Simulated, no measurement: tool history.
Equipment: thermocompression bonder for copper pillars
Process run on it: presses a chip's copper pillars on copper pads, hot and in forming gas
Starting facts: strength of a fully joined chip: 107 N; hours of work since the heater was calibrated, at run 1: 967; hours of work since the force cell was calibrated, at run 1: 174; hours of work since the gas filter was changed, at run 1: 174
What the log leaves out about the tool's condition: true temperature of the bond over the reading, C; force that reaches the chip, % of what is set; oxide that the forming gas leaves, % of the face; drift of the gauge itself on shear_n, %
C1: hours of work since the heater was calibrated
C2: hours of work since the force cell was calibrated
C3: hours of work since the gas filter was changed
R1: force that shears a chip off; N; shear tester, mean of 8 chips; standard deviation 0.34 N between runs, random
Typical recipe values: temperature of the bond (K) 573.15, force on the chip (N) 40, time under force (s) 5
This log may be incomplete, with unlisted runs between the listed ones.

run 1 hour=0 | temperature_of_the_bond_(K)=573.15 force_on_the_chip_(N)=40 time_under_force_(s)=5 | C1=967 C2=174 C3=174 | R1=56.3
run 2 hour=6.6 | temperature_of_the_bond_(K)=573.15 force_on_the_chip_(N)=40 time_under_force_(s)=5 | C1=971 C2=178 C3=178 | R1=56
run 3 hour=11.1 | temperature_of_the_bond_(K)=573.15 force_on_the_chip_(N)=36 time_under_force_(s)=5 | C1=974 C2=181 C3=181 | R1=52.5
run 4 hour=18 | temperature_of_the_bond_(K)=573.15 force_on_the_chip_(N)=36 time_under_force_(s)=5 | C1=978 C2=185 C3=185 | R1=52.1
run 5 hour=24.7 | temperature_of_the_bond_(K)=573.15 force_on_the_chip_(N)=40 time_under_force_(s)=5 | C1=981 C2=188 C3=188 | R1=55.9
run 6 hour=31.6 | temperature_of_the_bond_(K)=573.15 force_on_the_chip_(N)=40 time_under_force_(s)=5 | C1=985 C2=192 C3=192 | R1=55.6
run 7 hour=40.5 | temperature_of_the_bond_(K)=588.15 force_on_the_chip_(N)=40 time_under_force_(s)=5 | C1=990 C2=197 C3=197 | R1=62.6
run 8 hour=46 | temperature_of_the_bond_(K)=588.15 force_on_the_chip_(N)=40 time_under_force_(s)=5 | C1=993 C2=201 C3=201 | R1=62.6
run 9 hour=53.4 | temperature_of_the_bond_(K)=588.15 force_on_the_chip_(N)=40 time_under_force_(s)=5 | C1=998 C2=205 C3=205 | R1=62.3
run 10 hour=61.8 | temperature_of_the_bond_(K)=588.15 force_on_the_chip_(N)=40 time_under_force_(s)=5 | C1=1002 C2=210 C3=210 | R1=62.5
run 11 hour=71.4 | temperature_of_the_bond_(K)=588.15 force_on_the_chip_(N)=40 time_under_force_(s)=5 | C1=1008 C2=215 C3=215 | R1=62.4
run 12 hour=80.4 | temperature_of_the_bond_(K)=588.15 force_on_the_chip_(N)=40 time_under_force_(s)=5 | C1=1013 C2=220 C3=220 | R1=61.4
run 13 hour=87.1 | temperature_of_the_bond_(K)=588.15 force_on_the_chip_(N)=40 time_under_force_(s)=5 | C1=1017 C2=224 C3=224 | R1=62.6
run 14 hour=96.3 | temperature_of_the_bond_(K)=588.15 force_on_the_chip_(N)=40 time_under_force_(s)=5 | C1=1022 C2=229 C3=229 | R1=61.8
run 15 hour=101.4 | temperature_of_the_bond_(K)=588.15 force_on_the_chip_(N)=40 time_under_force_(s)=5 | C1=1025 C2=232 C3=232 | R1=62.2
run 16 hour=106.5 | temperature_of_the_bond_(K)=549.15 force_on_the_chip_(N)=25 time_under_force_(s)=7 | C1=1028 C2=235 C3=235 | R1=35.3
run 17 hour=111.6 | temperature_of_the_bond_(K)=549.15 force_on_the_chip_(N)=25 time_under_force_(s)=7 | C1=1031 C2=238 C3=238 | R1=35.3
run 18 hour=117.8 | temperature_of_the_bond_(K)=549.15 force_on_the_chip_(N)=25 time_under_force_(s)=7 | C1=1034 C2=241 C3=241 | R1=35.2
run 19 hour=127.6 | temperature_of_the_bond_(K)=560.15 force_on_the_chip_(N)=44 time_under_force_(s)=5 | C1=1040 C2=247 C3=247 | R1=53.1
run 20 hour=136.5 | temperature_of_the_bond_(K)=560.15 force_on_the_chip_(N)=44 time_under_force_(s)=5 | C1=1045 C2=252 C3=252 | R1=53.3
run 21 hour=140.7 | temperature_of_the_bond_(K)=573.15 force_on_the_chip_(N)=47 time_under_force_(s)=5 | C1=1047 C2=254 C3=254 | R1=60.6
run 22 hour=148.1 | temperature_of_the_bond_(K)=552.15 force_on_the_chip_(N)=50 time_under_force_(s)=13 | C1=1051 C2=258 C3=258 | R1=71.8
run 23 hour=154.5 | temperature_of_the_bond_(K)=552.15 force_on_the_chip_(N)=50 time_under_force_(s)=13 | C1=1055 C2=262 C3=262 | R1=71.6
run 24 hour=160.3 | temperature_of_the_bond_(K)=562.15 force_on_the_chip_(N)=25 time_under_force_(s)=8 | C1=1058 C2=265 C3=265 | R1=42.1
run 25 hour=165.2 | temperature_of_the_bond_(K)=562.15 force_on_the_chip_(N)=25 time_under_force_(s)=8 | C1=1061 C2=268 C3=268 | R1=41.8
-- hour=168.4 forming gas filter changed
run 26 hour=173.6 | temperature_of_the_bond_(K)=574.15 force_on_the_chip_(N)=25 time_under_force_(s)=4 | C1=1065 C2=273 C3=3 | R1=35.7
run 27 hour=181.9 | temperature_of_the_bond_(K)=574.15 force_on_the_chip_(N)=25 time_under_force_(s)=4 | C1=1070 C2=277 C3=8 | R1=35.9

For each entry between runs, how does the tool's hidden state at the last listed run before it compare with that at the first listed run after it?
Logged between run 25 and run 26: forming gas filter changed (hour 168.4)
  oxide that the forming gas leaves, % of the face: 1.13 -> 0.51; drift of the gauge itself on shear_n, %: -2.41 -> -2.53
  measured less the result without the state, R1: -1.1 -> -0.8 N
